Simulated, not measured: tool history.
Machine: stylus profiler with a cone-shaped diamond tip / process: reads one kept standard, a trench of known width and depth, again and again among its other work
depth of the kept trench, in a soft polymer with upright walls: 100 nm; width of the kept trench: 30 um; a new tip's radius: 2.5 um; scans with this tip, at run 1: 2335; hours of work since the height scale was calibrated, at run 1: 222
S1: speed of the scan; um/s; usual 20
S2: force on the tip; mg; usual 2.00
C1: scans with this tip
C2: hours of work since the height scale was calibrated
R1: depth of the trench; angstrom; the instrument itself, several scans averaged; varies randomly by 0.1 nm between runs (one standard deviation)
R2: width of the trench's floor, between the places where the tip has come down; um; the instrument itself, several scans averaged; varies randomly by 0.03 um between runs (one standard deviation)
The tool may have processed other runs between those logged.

{"run": 1, "hour": 0.0, "S1": 20, "S2": 2.0, "C1": 2335, "C2": 222, "R1": 1010.8, "R2": 28.35}
{"run": 2, "hour": 106.0, "S1": 20, "S2": 5.37, "C1": 3124, "C2": 298, "R1": 1021.4, "R2": 28.4}
{"run": 3, "hour": 236.0, "S1": 20, "S2": 5.37, "C1": 4092, "C2": 390, "R1": 1018.1, "R2": 28.35}
{"run": 4, "hour": 298.3, "S1": 20, "S2": 5.37, "C1": 4557, "C2": 434, "R1": 1020.2, "R2": 28.27}
{"run": 5, "hour": 362.3, "S1": 20, "S2": 5.37, "C1": 5033, "C2": 479, "R1": 1021.9, "R2": 28.26}
{"run": 6, "hour": 444.2, "S1": 20, "S2": 0.92, "C1": 5643, "C2": 537, "R1": 1004.3, "R2": 28.15}
{"run": 7, "hour": 561.7, "S1": 20, "S2": 2.0, "C1": 6518, "C2": 621, "R1": 1009.0, "R2": 28.22}
{"run": 8, "hour": 625.2, "S1": 20, "S2": 2.0, "C1": 6991, "C2": 666, "R1": 1008.3, "R2": 28.24}
{"run": 9, "hour": 718.2, "S1": 20, "S2": 2.0, "C1": 7683, "C2": 732, "R1": 1008.7, "R2": 28.13}
{"run": 10, "hour": 813.3, "S1": 20, "S2": 2.0, "C1": 8391, "C2": 799, "R1": 1006.9, "R2": 28.11}
{"run": 11, "hour": 893.7, "S1": 9, "S2": 2.0, "C1": 8990, "C2": 856, "R1": 1005.4, "R2": 28.15}
{"run": 12, "hour": 956.8, "S1": 9, "S2": 2.0, "C1": 9459, "C2": 901, "R1": 1004.8, "R2": 28.16}
{"run": 13, "hour": 1075.9, "S1": 9, "S2": 2.0, "C1": 10346, "C2": 985, "R1": 1005.2, "R2": 28.1}
{"run": 14, "hour": 1217.7, "S1": 9, "S2": 2.0, "C1": 11402, "C2": 1086, "R1": 1008.6, "R2": 28.08}
{"run": 15, "hour": 1294.5, "S1": 9, "S2": 2.0, "C1": 11974, "C2": 1140, "R1": 1006.5, "R2": 28.09}
{"run": 16, "hour": 1421.8, "S1": 22, "S2": 2.0, "C1": 12922, "C2": 1231, "R1": 1006.0, "R2": 27.91}
{"run": 17, "hour": 1552.2, "S1": 20, "S2": 2.0, "C1": 13893, "C2": 1323, "R1": 1004.4, "R2": 27.9}
{"run": 18, "hour": 1629.1, "S1": 20, "S2": 2.0, "C1": 14465, "C2": 1378, "R1": 1004.7, "R2": 27.91}
{"run": 19, "hour": 1733.9, "S1": 20, "S2": 2.0, "C1": 15245, "C2": 1452, "R1": 1003.2, "R2": 27.8}
{"run": 20, "hour": 1838.7, "S1": 20, "S2": 2.0, "C1": 16025, "C2": 1526, "R1": 1004.0, "R2": 27.82}
{"run": 21, "hour": 1972.8, "S1": 53, "S2": 2.0, "C1": 17024, "C2": 1621, "R1": 1002.4, "R2": 27.62}
{"run": 22, "hour": 2114.7, "S1": 8, "S2": 4.56, "C1": 18081, "C2": 1722, "R1": 1009.0, "R2": 27.88}
{"run": 23, "hour": 2246.4, "S1": 8, "S2": 4.56, "C1": 19062, "C2": 1815, "R1": 1010.2, "R2": 27.79}
{"hour": 2258.7, "done": "height scale calibrated on a step standard"}
{"run": 24, "hour": 2308.7, "S1": 15, "S2": 1.39, "C1": 19521, "C2": 35, "R1": 1010.7, "R2": 27.68}
{"run": 25, "hour": 2376.5, "S1": 15, "S2": 1.39, "C1": 20026, "C2": 84, "R1": 1007.3, "R2": 27.77}
{"run": 26, "hour": 2485.6, "S1": 16, "S2": 0.73, "C1": 20838, "C2": 161, "R1": 1003.5, "R2": 27.63}
{"run": 27, "hour": 2559.3, "S1": 35, "S2": 3.38, "C1": 21387, "C2": 213, "R1": 1015.1, "R2": 27.59}
{"run": 28, "hour": 2658.2, "S1": 48, "S2": 0.85, "C1": 22124, "C2": 283, "R1": 1004.7, "R2": 27.28}
{"run": 29, "hour": 2778.1, "S1": 50, "S2": 1.51, "C1": 23016, "C2": 368, "R1": 1007.9, "R2": 27.31}
{"run": 30, "hour": 2878.3, "S1": 25, "S2": 0.71, "C1": 23762, "C2": 439, "R1": 1003.2, "R2": 27.44}
{"run": 31, "hour": 2940.1, "S1": 7, "S2": 2.0, "C1": 24223, "C2": 483, "R1": 1008.4, "R2": 27.62}
{"run": 32, "hour": 3062.1, "S1": 7, "S2": 2.0, "C1": 25131, "C2": 570, "R1": 1006.5, "R2": 27.61}
{"run": 33, "hour": 3128.2, "S1": 20, "S2": 1.59, "C1": 25623, "C2": 617, "R1": 1006.6, "R2": 27.52}
{"run": 34, "hour": 3264.8, "S1": 20, "S2": 0.68, "C1": 26640, "C2": 713, "R1": 1002.7, "R2": 27.41}
{"run": 35, "hour": 3368.3, "S1": 29, "S2": 1.98, "C1": 27411, "C2": 787, "R1": 1007.6, "R2": 27.38}
{"run": 36, "hour": 3466.8, "S1": 14, "S2": 2.74, "C1": 28144, "C2": 857, "R1": 1009.9, "R2": 27.49}
{"run": 37, "hour": 3550.6, "S1": 14, "S2": 2.74, "C1": 28769, "C2": 916, "R1": 1008.5, "R2": 27.52}
{"hour": 3634.7, "done": "new tip fitted, height scale calibrated"}
{"run": 38, "hour": 3646.4, "S1": 14, "S2": 4.1, "C1": 88, "C2": 8, "R1": 1016.7, "R2": 28.54}
{"run": 39, "hour": 3778.2, "S1": 14, "S2": 4.1, "C1": 1069, "C2": 102, "R1": 1016.5, "R2": 28.43}
{"run": 40, "hour": 3874.8, "S1": 6, "S2": 0.82, "C1": 1788, "C2": 170, "R1": 1005.7, "R2": 28.4}

Forecast each of these 4 alternatives for the next run:
{"run": "A", "hour": 3952.6, "S1": 8, "S2": 5.09, "C1": 2367, "C2": 225, "R1": "?", "R2": "?"}
{"run": "B", "hour": 3952.6, "S1": 17, "S2": 3.3, "C1": 2367, "C2": 225, "R1": "?", "R2": "?"}
{"run": "C", "hour": 3952.6, "S1": 22, "S2": 0.69, "C1": 2367, "C2": 225, "R1": "?", "R2": "?"}
{"run": "D", "hour": 3952.6, "S1": 13, "S2": 0.79, "C1": 2367, "C2": 225, "R1": "?", "R2": "?"}

run=A R1=1016.8 R2=28.42
run=B R1=1012.3 R2=28.41
run=C R1=1003.7 R2=28.20
run=D R1=1004.5 R2=28.35
With the hidden condition removed and each run's random variation left untouched, the same runs would have given:
run=A R1=1018.2 R2=28.55
run=B R1=1013.7 R2=28.54
run=C R1=1005.0 R2=28.33
run=D R1=1005.8 R2=28.48
